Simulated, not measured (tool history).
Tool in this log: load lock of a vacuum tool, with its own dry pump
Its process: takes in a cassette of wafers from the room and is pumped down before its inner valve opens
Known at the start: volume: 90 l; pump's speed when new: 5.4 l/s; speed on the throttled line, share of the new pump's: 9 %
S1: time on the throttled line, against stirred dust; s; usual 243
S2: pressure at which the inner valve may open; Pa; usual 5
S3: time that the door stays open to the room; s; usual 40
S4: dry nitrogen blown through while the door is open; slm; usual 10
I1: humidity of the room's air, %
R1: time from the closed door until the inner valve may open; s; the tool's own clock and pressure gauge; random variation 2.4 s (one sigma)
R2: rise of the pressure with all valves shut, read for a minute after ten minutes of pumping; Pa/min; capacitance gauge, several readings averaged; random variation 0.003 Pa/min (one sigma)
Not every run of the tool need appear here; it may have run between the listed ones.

{"run": 1, "hour": 0.0, "S1": 243, "S2": 5, "S3": 40, "S4": 10, "I1": 47.7, "R1": 394.8, "R2": 0.143}
{"run": 2, "hour": 133.0, "S1": 243, "S2": 5, "S3": 40, "S4": 10, "I1": 47.3, "R1": 401.4, "R2": 0.148}
{"run": 3, "hour": 337.5, "S1": 243, "S2": 5, "S3": 40, "S4": 10, "I1": 47.4, "R1": 394.3, "R2": 0.146}
{"run": 4, "hour": 539.4, "S1": 243, "S2": 5, "S3": 40, "S4": 10, "I1": 46, "R1": 396.7, "R2": 0.155}
{"run": 5, "hour": 661.9, "S1": 243, "S2": 5, "S3": 40, "S4": 4, "I1": 44.5, "R1": 397.1, "R2": 0.161}
{"run": 6, "hour": 860.3, "S1": 243, "S2": 5, "S3": 40, "S4": 4, "I1": 47.1, "R1": 397, "R2": 0.167}
{"run": 7, "hour": 1100.2, "S1": 243, "S2": 5, "S3": 40, "S4": 4, "I1": 45.6, "R1": 399.6, "R2": 0.165}
{"run": 8, "hour": 1344.7, "S1": 243, "S2": 5, "S3": 40, "S4": 10, "I1": 44, "R1": 395.7, "R2": 0.162}
{"run": 9, "hour": 1523.9, "S1": 243, "S2": 5, "S3": 40, "S4": 10, "I1": 46.3, "R1": 402.1, "R2": 0.172}
{"run": 10, "hour": 1705.4, "S1": 243, "S2": 5, "S3": 40, "S4": 10, "I1": 43.5, "R1": 401.1, "R2": 0.171}
{"run": 11, "hour": 1909.4, "S1": 243, "S2": 5, "S3": 40, "S4": 10, "I1": 45.8, "R1": 401.7, "R2": 0.184}
{"run": 12, "hour": 2124.4, "S1": 243, "S2": 5, "S3": 40, "S4": 10, "I1": 44.7, "R1": 406, "R2": 0.178}
{"run": 13, "hour": 2402.6, "S1": 343, "S2": 4, "S3": 122, "S4": 10, "I1": 46.8, "R1": 493.4, "R2": 0.227}
{"run": 14, "hour": 2626.3, "S1": 343, "S2": 4, "S3": 122, "S4": 10, "I1": 47.9, "R1": 495.2, "R2": 0.238}
{"run": 15, "hour": 2903.3, "S1": 208, "S2": 5, "S3": 40, "S4": 10, "I1": 45.6, "R1": 374.8, "R2": 0.2}
{"run": 16, "hour": 3192.8, "S1": 289, "S2": 5, "S3": 40, "S4": 10, "I1": 42.8, "R1": 448.8, "R2": 0.196}
{"run": 17, "hour": 3394.4, "S1": 289, "S2": 5, "S3": 40, "S4": 10, "I1": 44.7, "R1": 443.6, "R2": 0.204}
{"run": 18, "hour": 3607.1, "S1": 289, "S2": 5, "S3": 40, "S4": 10, "I1": 46.1, "R1": 448.4, "R2": 0.215}

Alternative continuations, all from the tool just after run 18; predict every row:
{"hour": 3634.5, "done": "door's seal changed, seat wiped"}
{"run": "A", "hour": 3849.6, "S1": 450, "S2": 5, "S3": 40, "S4": 10, "I1": 44.6, "R1": "?", "R2": "?"}
{"hour": 3634.5, "done": "door's seal changed, seat wiped"}
{"run": "B", "hour": 3849.6, "S1": 243, "S2": 6, "S3": 136, "S4": 10, "I1": 45.7, "R1": "?", "R2": "?"}
{"hour": 3634.5, "done": "door's seal changed, seat wiped"}
{"run": "C", "hour": 3849.6, "S1": 139, "S2": 5, "S3": 40, "S4": 10, "I1": 44.6, "R1": "?", "R2": "?"}
{"hour": 3634.5, "done": "door's seal changed, seat wiped"}
{"run": "D", "hour": 3849.6, "S1": 289, "S2": 5, "S3": 45, "S4": 10, "I1": 44.9, "R1": "?", "R2": "?"}
{"hour": 3634.5, "done": "door's seal changed, seat wiped"}
{"run": "E", "hour": 3849.6, "S1": 289, "S2": 5, "S3": 128, "S4": 10, "I1": 46.1, "R1": "?", "R2": "?"}

run=A R1=595.6 R2=0.033
run=B R1=408.7 R2=0.071
run=C R1=317.5 R2=0.029
run=D R1=448.6 R2=0.034
run=E R1=448.6 R2=0.078
With no hidden state in the tool, these same runs would have given:
run=A R1=578.2 R2=0.032
run=B R1=389.6 R2=0.07
run=C R1=296.8 R2=0.028
run=D R1=429.8 R2=0.033
run=E R1=429.9 R2=0.077

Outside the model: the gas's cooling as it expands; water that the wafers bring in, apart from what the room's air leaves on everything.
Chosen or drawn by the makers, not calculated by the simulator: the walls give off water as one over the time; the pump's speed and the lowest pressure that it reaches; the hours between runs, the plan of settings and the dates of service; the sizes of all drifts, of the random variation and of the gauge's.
